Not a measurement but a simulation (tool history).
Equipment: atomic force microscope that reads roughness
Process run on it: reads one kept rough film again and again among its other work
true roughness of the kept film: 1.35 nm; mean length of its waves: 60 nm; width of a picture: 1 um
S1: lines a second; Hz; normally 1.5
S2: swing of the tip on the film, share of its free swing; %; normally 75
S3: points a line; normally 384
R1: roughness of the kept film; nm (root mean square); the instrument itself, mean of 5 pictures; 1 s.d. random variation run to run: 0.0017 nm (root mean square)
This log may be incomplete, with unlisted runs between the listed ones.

run 1 hour=0 | S1=1.5 S2=75 S3=384 | R1=1.271
run 2 hour=25.2 | S1=1.5 S2=75 S3=384 | R1=1.267
run 3 hour=59.9 | S1=1.5 S2=75 S3=384 | R1=1.27
run 4 hour=92 | S1=1.5 S2=87 S3=384 | R1=1.221
run 5 hour=124.8 | S1=1.5 S2=87 S3=384 | R1=1.218
run 6 hour=149.7 | S1=1.5 S2=87 S3=384 | R1=1.219
run 7 hour=185.9 | S1=1.5 S2=87 S3=384 | R1=1.221
run 8 hour=236.1 | S1=1.5 S2=87 S3=644 | R1=1.22
-- hour=248.5 new tip fitted
run 9 hour=280 | S1=1.5 S2=56 S3=384 | R1=1.316
run 10 hour=323.8 | S1=1.5 S2=88 S3=427 | R1=1.215
run 11 hour=362.6 | S1=1.05 S2=66 S3=513 | R1=1.309
run 12 hour=414.4 | S1=1.05 S2=66 S3=513 | R1=1.31
run 13 hour=451.4 | S1=0.94 S2=79 S3=658 | R1=1.286
run 14 hour=480.9 | S1=1.41 S2=60 S3=290 | R1=1.308
run 15 hour=510.5 | S1=0.6 S2=87 S3=288 | R1=1.282

Run 16 comes next. What will it give?
run 16 hour=534.3 | S1=1.13 S2=73 S3=569 | R1=?

Run 16 came out at R1 1.289 nm (root mean square).
Had the tool carried no hidden state, the very same run would have given R1 1.29 nm (root mean square).

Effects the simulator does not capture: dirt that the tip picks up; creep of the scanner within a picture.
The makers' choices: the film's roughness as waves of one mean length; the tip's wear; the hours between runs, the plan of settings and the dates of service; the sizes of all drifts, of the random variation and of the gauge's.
